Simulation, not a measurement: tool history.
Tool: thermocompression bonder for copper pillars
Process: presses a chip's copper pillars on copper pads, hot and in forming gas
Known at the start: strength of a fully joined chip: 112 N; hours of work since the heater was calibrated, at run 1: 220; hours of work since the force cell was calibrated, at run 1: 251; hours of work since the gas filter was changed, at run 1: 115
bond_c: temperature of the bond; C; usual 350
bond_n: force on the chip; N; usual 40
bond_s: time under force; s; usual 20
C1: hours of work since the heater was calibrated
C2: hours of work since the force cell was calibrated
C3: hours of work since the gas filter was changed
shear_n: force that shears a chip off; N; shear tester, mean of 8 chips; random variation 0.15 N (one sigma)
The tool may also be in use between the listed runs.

{"run": 1, "hour": 0.0, "bond_c": 350, "bond_n": 40, "bond_s": 20, "C1": 220, "C2": 251, "C3": 115, "shear_n": 48.8}
{"run": 2, "hour": 17.4, "bond_c": 350, "bond_n": 40, "bond_s": 20, "C1": 230, "C2": 261, "C3": 125, "shear_n": 48.4}
{"run": 3, "hour": 31.8, "bond_c": 350, "bond_n": 40, "bond_s": 10, "C1": 238, "C2": 269, "C3": 134, "shear_n": 37}
{"run": 4, "hour": 48.1, "bond_c": 350, "bond_n": 40, "bond_s": 10, "C1": 247, "C2": 279, "C3": 143, "shear_n": 36.8}
{"run": 5, "hour": 64.0, "bond_c": 350, "bond_n": 40, "bond_s": 10, "C1": 257, "C2": 288, "C3": 152, "shear_n": 36.8}
{"run": 6, "hour": 81.9, "bond_c": 357, "bond_n": 40, "bond_s": 20, "C1": 267, "C2": 298, "C3": 163, "shear_n": 51.1}
{"run": 7, "hour": 99.3, "bond_c": 340, "bond_n": 40, "bond_s": 20, "C1": 277, "C2": 308, "C3": 173, "shear_n": 44.1}
{"run": 8, "hour": 108.2, "bond_c": 340, "bond_n": 40, "bond_s": 20, "C1": 282, "C2": 313, "C3": 178, "shear_n": 44.1}
{"run": 9, "hour": 124.4, "bond_c": 340, "bond_n": 40, "bond_s": 20, "C1": 292, "C2": 323, "C3": 187, "shear_n": 44.1}
{"run": 10, "hour": 136.7, "bond_c": 370, "bond_n": 42, "bond_s": 16, "C1": 299, "C2": 330, "C3": 194, "shear_n": 54.9}
{"run": 11, "hour": 153.4, "bond_c": 376, "bond_n": 51, "bond_s": 16, "C1": 308, "C2": 340, "C3": 204, "shear_n": 67.6}
{"run": 12, "hour": 163.9, "bond_c": 322, "bond_n": 42, "bond_s": 47, "C1": 315, "C2": 346, "C3": 210, "shear_n": 53.1}
{"run": 13, "hour": 180.0, "bond_c": 341, "bond_n": 42, "bond_s": 51, "C1": 324, "C2": 355, "C3": 220, "shear_n": 64}
{"run": 14, "hour": 195.5, "bond_c": 366, "bond_n": 40, "bond_s": 12, "C1": 333, "C2": 364, "C3": 229, "shear_n": 45.6}
{"run": 15, "hour": 210.4, "bond_c": 350, "bond_n": 29, "bond_s": 59, "C1": 342, "C2": 373, "C3": 237, "shear_n": 51.4}

Some steps in shear_n between neighbouring runs. How much of each would the tool show without its hidden state too (settings, what came in, random variation), and how much is left for the hidden state, with any gauge scatter that isn't in both results?
The hidden state here: true temperature of the bond over the reading, C; force that reaches the chip, % of what is set; oxide that the forming gas leaves, % of the face; drift of the gauge itself on shear_n, %.
Run 10 -> 11: bond_c 370 -> 376, bond_n 42 -> 51. shear_n +12.7 N: hidden state -0.3, all else +13.
Run 13 -> 14: bond_c 341 -> 366, bond_n 42 -> 40, bond_s 51 -> 12. shear_n -18.4 N: hidden state +0.3, all else -18.7.

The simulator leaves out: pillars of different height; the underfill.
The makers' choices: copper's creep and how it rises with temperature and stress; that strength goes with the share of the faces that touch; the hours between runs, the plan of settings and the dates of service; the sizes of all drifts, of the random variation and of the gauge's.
